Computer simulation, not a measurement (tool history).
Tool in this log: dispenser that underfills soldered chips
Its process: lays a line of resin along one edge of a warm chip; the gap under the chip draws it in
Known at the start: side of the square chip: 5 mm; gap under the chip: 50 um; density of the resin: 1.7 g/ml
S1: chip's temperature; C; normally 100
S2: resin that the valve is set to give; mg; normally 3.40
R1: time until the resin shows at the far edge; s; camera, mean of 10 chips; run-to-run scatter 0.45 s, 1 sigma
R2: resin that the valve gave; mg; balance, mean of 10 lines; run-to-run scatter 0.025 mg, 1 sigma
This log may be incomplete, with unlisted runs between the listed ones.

run    day   S1    S2    R1    R2
  1  0.000  100  3.40  34.4  3.22
     0.062  -- dispensing valve cleaned and set on the balance
  2  0.179  100  3.91  39.9  3.88
  3  0.288  100  3.91  47.6  3.88
  4  0.400  100  3.91  53.4  3.88
  5  0.504  100  3.40  62.3  3.38
  6  0.600  100  3.19  70.7  3.18
     0.758  -- new syringe of resin
  7  0.775  100  3.19  35.4  3.17
  8  0.958  100  3.19  43.2  3.19
  9  1.071  100  3.19  50.8  3.21
 10  1.246  100  3.40  63.8  3.35
 11  1.421  100  3.40  80.0  3.30
     1.479  -- new syringe of resin
 12  1.583  100  3.40  37.9  3.33
 13  1.733  100  3.40  47.4  3.33
 14  1.867  100  3.40  55.9  3.33
 15  1.950  100  3.40  60.4  3.28
 16  2.154  100  3.40  79.3  3.31
     2.208  -- new syringe of resin
 17  2.342  100  3.43  39.1  3.32
 18  2.446  100  3.43  45.4  3.34
 19  2.617   86  3.40  98.7  3.28
 20  2.775   91  3.64  99.0  3.43
     2.933  -- new syringe of resin
 21  2.933  114  3.64  19.2  3.52
 22  3.129  114  3.64  23.8  3.44
 23  3.258   98  4.13  53.1  3.90
 24  3.425   98  4.13  66.3  3.90
 25  3.550  115  2.94  43.5  2.79
     3.662  -- new syringe of resin
 26  3.662  115  2.94  20.4  2.81
 27  3.846  115  2.94  25.1  2.81
     3.917  -- dispensing valve cleaned and set on the balance
 28  3.988  113  3.42  29.2  3.41
 29  4.142  113  3.42  35.4  3.43
 30  4.279  105  4.37  56.6  4.36
     4.425  -- new syringe of resin
 31  4.438   98  3.13  36.3  3.13
 32  4.546   93  4.09  48.9  4.08
 33  4.638  100  4.20  41.0  4.18
 34  4.825  115  4.29  30.8  4.23
 35  4.917  108  3.04  46.3  3.01
 36  5.112  101  3.04  74.6  3.02
     5.158  -- new syringe of resin
 37  5.317  106  4.05  32.0  3.97

Per-run results on a tool with no hidden state, each run keeping its own random variation:
The tool's hidden condition here consists of: resin's viscosity, % of fresh resin's; dose that the valve gives, % of what is set; true chip temperature over the reading, C; drift of the gauge itself on fill_s, %; drift of the gauge itself on given_mg, %.
run    R1    R2
  1  33.8  3.39
  2  33.1  3.89
  3  34.4  3.90
  4  33.3  3.91
  5  33.7  3.41
  6  34.1  3.22
  7  35.0  3.21
  8  33.7  3.23
  9  34.3  3.26
 10  34.3  3.42
 11  34.5  3.38
 12  33.6  3.42
 13  34.9  3.43
 14  34.6  3.43
 15  33.3  3.39
 16  33.4  3.42
 17  33.4  3.44
 18  33.9  3.47
 19  59.1  3.42
 20  48.5  3.59
 21  19.7  3.69
 22  18.9  3.62
 23  36.2  4.11
 24  36.1  4.12
 25  20.0  2.95
 26  20.5  2.97
 27  19.9  2.98
 28  20.7  3.41
 29  20.6  3.45
 30  27.5  4.39
 31  37.8  3.16
 32  44.3  4.12
 33  33.0  4.23
 34  19.4  4.29
 35  26.0  3.06
 36  32.4  3.08
 37  26.9  4.06
